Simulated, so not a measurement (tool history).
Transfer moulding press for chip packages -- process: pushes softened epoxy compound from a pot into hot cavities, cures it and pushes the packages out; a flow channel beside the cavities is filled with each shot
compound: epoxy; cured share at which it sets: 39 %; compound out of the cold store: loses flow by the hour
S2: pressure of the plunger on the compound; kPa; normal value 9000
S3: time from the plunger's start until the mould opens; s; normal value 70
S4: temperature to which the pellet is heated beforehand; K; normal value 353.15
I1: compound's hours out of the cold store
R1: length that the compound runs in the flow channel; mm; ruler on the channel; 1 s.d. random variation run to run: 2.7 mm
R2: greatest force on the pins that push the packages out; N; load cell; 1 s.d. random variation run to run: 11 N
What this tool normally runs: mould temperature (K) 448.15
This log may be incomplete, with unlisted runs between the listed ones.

Run 1, day 0.000: usual settings; I1 25.9. Result: R1 706 mm, R2 520 N.
Run 2, day 1.721: usual settings but S3 52 s; I1 18.6. Result: R1 730 mm, R2 1115 N.
Run 3, day 2.721: usual settings but S2 8380 kPa; I1 24.7. Result: R1 684 mm, R2 545 N.
Run 4, day 3.925: usual settings; I1 32.9. Result: R1 688 mm, R2 528 N.
Run 5, day 5.475: usual settings; I1 32.8. Result: R1 687 mm, R2 521 N.
Run 6, day 7.742: usual settings; I1 21.9. Result: R1 717 mm, R2 525 N.
Run 7, day 8.850: usual settings; I1 24.4. Result: R1 706 mm, R2 535 N.
Run 8, day 10.671: usual settings; I1 42.8. Result: R1 662 mm, R2 504 N.
Run 9, day 12.692: usual settings but mould temperature (K) 446.15; I1 45.2. Result: R1 659 mm, R2 592 N.
Run 10, day 14.212: usual settings but mould temperature (K) 446.15; I1 17.6. Result: R1 732 mm, R2 662 N.
Run 11, day 15.238: usual settings but S2 7300 kPa; I1 44.8. Result: R1 595 mm, R2 505 N.
Run 12, day 17.058: usual settings; I1 46.1. Result: R1 657 mm, R2 500 N.
Run 13, day 18.550: usual settings; I1 33.8. Result: R1 682 mm, R2 544 N.
Run 14, day 20.233: usual settings but mould temperature (K) 440.15, S2 10870 kPa, S3 84 s, S4 343.15 K; I1 10.9. Result: R1 860 mm, R2 708 N.
Run 15, day 21.446: usual settings but mould temperature (K) 450.15, S2 10870 kPa, S3 95 s, S4 347.15 K; I1 22.8. Result: R1 779 mm, R2 341 N.
Run 16, day 23.654: usual settings but S3 64 s, S4 352.15 K; I1 45.3. Result: R1 652 mm, R2 638 N.
Run 17, day 26.033: usual settings but S2 7140 kPa, S3 68 s, S4 354.15 K; I1 19.6. Result: R1 647 mm, R2 560 N.
Run 18, day 27.467: usual settings but S3 62 s; I1 20.1. Result: R1 719 mm, R2 720 N.
Run 19, day 28.454: usual settings but S2 9910 kPa, S3 85 s; I1 9.2. Result: R1 788 mm, R2 395 N.
Run 20, day 30.671: usual settings but S2 7920 kPa, S4 354.15 K; I1 39.9. Result: R1 627 mm, R2 506 N.
Run 21, day 32.621: usual settings but mould temperature (K) 447.15, S2 10220 kPa, S3 106 s, S4 348.15 K; I1 23.3. Result: R1 756 mm, R2 316 N.
Run 22, day 34.192: usual settings but mould temperature (K) 447.15, S2 10220 kPa, S3 106 s, S4 343.15 K; I1 35.6. Result: R1 731 mm, R2 330 N.
Run 23, day 35.525: usual settings but mould temperature (K) 447.15, S2 10220 kPa, S3 106 s, S4 343.15 K; I1 13.6. Result: R1 788 mm, R2 323 N.
Run 24, day 38.088: usual settings but mould temperature (K) 456.15, S2 10220 kPa, S3 87 s, S4 343.15 K; I1 13.3. Result: R1 759 mm, R2 327 N.
Run 25, day 39.975: usual settings but mould temperature (K) 456.15, S2 10220 kPa, S3 87 s, S4 343.15 K; I1 9.9. Result: R1 771 mm, R2 323 N.
Run 26, day 41.217: usual settings but mould temperature (K) 447.15, S2 10510 kPa, S3 51 s, S4 363.15 K; I1 44.5. Result: R1 713 mm, R2 1100 N.

Removed from this log: 18 entries logged between the listed runs. Between which two listed runs does each belong, and how does the tool's hidden state at the listed run before it compare with that at the listed run after it?
Run 1 -> run 2: cavities cleaned with cleaning compound and waxed (day 1.550)
  pressure that reaches the compound, % of what is set: 99.9 -> 99.88; grip of the stained cavities, % over clean ones': 0.9 -> 0.2
Run 4 -> run 5: cavities cleaned with cleaning compound and waxed (day 4.558)
  pressure that reaches the compound, % of what is set: 99.85 -> 99.83; grip of the stained cavities, % over clean ones': 1.2 -> 0.6
Run 5 -> run 6: plunger's sealing rings changed (day 7.200); cavities cleaned with cleaning compound and waxed (day 7.617)
  pressure that reaches the compound, % of what is set: 99.83 -> 99.99; grip of the stained cavities, % over clean ones': 0.6 -> 0.1
Run 7 -> run 8: cavities cleaned with cleaning compound and waxed (day 10.621)
  pressure that reaches the compound, % of what is set: 99.98 -> 99.95; grip of the stained cavities, % over clean ones': 0.8 -> 0
Run 9 -> run 10: cavities cleaned with cleaning compound and waxed (day 13.567)
  pressure that reaches the compound, % of what is set: 99.93 -> 99.91; grip of the stained cavities, % over clean ones': 1.1 -> 0.4
Run 11 -> run 12: cavities cleaned with cleaning compound and waxed (day 16.588)
  pressure that reaches the compound, % of what is set: 99.89 -> 99.87; grip of the stained cavities, % over clean ones': 0.9 -> 0.3
Run 13 -> run 14: cavities cleaned with cleaning compound and waxed (day 19.588)
  true mould temperature over the reading, C: -0.01 -> -0.02; pressure that reaches the compound, % of what is set: 99.85 -> 99.83; grip of the stained cavities, % over clean ones': 1 -> 0.4
Run 15 -> run 16: plunger's sealing rings changed (day 21.862); mould's thermocouples calibrated (day 22.517); cavities cleaned with cleaning compound and waxed (day 22.729)
  true mould temperature over the reading, C: -0.02 -> -0.01; pressure that reaches the compound, % of what is set: 99.81 -> 99.98; grip of the stained cavities, % over clean ones': 1 -> 0.6
Run 16 -> run 17: cavities cleaned with cleaning compound and waxed (day 25.762)
  pressure that reaches the compound, % of what is set: 99.98 -> 99.95; grip of the stained cavities, % over clean ones': 0.6 -> 0.2
Run 19 -> run 20: cavities cleaned with cleaning compound and waxed (day 28.729)
  pressure that reaches the compound, % of what is set: 99.91 -> 99.89; grip of the stained cavities, % over clean ones': 1.2 -> 1
Run 20 -> run 21: cavities cleaned with cleaning compound and waxed (day 31.688)
  pressure that reaches the compound, % of what is set: 99.89 -> 99.86; grip of the stained cavities, % over clean ones': 1 -> 0.5
Run 22 -> run 23: cavities cleaned with cleaning compound and waxed (day 34.625)
  pressure that reaches the compound, % of what is set: 99.84 -> 99.83; grip of the stained cavities, % over clean ones': 1.2 -> 0.6
Run 23 -> run 24: plunger's sealing rings changed (day 36.512); cavities cleaned with cleaning compound and waxed (day 37.850)
  pressure that reaches the compound, % of what is set: 99.83 -> 99.98; grip of the stained cavities, % over clean ones': 0.6 -> 0.2
Run 25 -> run 26: cavities cleaned with cleaning compound and waxed (day 40.788)
  pressure that reaches the compound, % of what is set: 99.96 -> 99.94; grip of the stained cavities, % over clean ones': 1.1 -> 0.3
